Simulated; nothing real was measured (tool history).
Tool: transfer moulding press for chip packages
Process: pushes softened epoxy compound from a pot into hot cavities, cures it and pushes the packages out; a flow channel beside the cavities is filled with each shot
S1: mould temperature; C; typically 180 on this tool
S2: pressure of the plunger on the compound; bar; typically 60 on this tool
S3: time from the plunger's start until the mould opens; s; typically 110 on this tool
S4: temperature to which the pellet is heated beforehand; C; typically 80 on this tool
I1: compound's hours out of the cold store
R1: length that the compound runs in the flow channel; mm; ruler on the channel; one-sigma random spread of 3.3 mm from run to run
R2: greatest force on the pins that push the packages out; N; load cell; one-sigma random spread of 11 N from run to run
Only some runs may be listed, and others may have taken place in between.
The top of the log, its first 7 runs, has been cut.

run	hour	S1	S2	S3	S4	I1	R1	R2
8	50.7	187	60	110	76	29	936	628
9	61	187	60	110	76	32.2	923	618
# hour 72.1: cavities cleaned with cleaning compound and waxed
10	73.3	174	60	110	80	32	950	685
11	77.7	180	65	110	80	47.5	902	500
12	84.8	180	65	110	80	27.9	998	570
13	94.3	180	65	110	80	8.5	1107	682
14	101.5	180	65	110	80	22	1026	681
15	111.7	180	65	110	80	13.9	1074	769
16	118	174	59.7	103	82	45	887	1128
17	127.7	172	60	110	80	9.8	1075	1393
18	133.5	172	60	110	80	27.3	980	1295
# hour 137.6: cavities cleaned with cleaning compound and waxed
19	142.6	173	47.2	110	80	10.7	946	875
20	150.5	173	60.9	110	80	36.7	928	877
21	156.4	175	60	141	80	10.1	1057	553
22	166.3	180	51.4	110	79	17.8	930	644
23	171.9	180	51.4	110	79	10.2	964	728
24	179.8	180	55.9	110	79	22.5	947	728
25	186	180	55.9	110	79	9.7	1010	805
26	192.4	180	55.9	110	79	47.6	828	737
27	200.4	181	55.9	110	89	28.7	906	747
# hour 203.5: cavities cleaned with cleaning compound and waxed
28	211.9	181	55.9	95	89	33.2	887	665
29	220.6	180	53.9	148	80	37.2	850	472
30	227.5	180	70.9	110	80	33.5	999	636

Consider 3 possible next runs. They are alternatives, not a sequence: every one starts from the tool as it was left by run 30. What does each give?
A	237.7	180	51.3	110	76	47.5	?	?
B	237.7	174	46.6	110	80	31.5	?	?
C	237.7	180	63.6	121	84	23.2	?	?

run	R1	R2
A	791	655
B	833	949
C	994	625
The same runs, with their run-to-run variation unchanged, on a tool lacking any hidden condition would have given:
run	R1	R2
A	811	467
B	854	688
C	1019	443
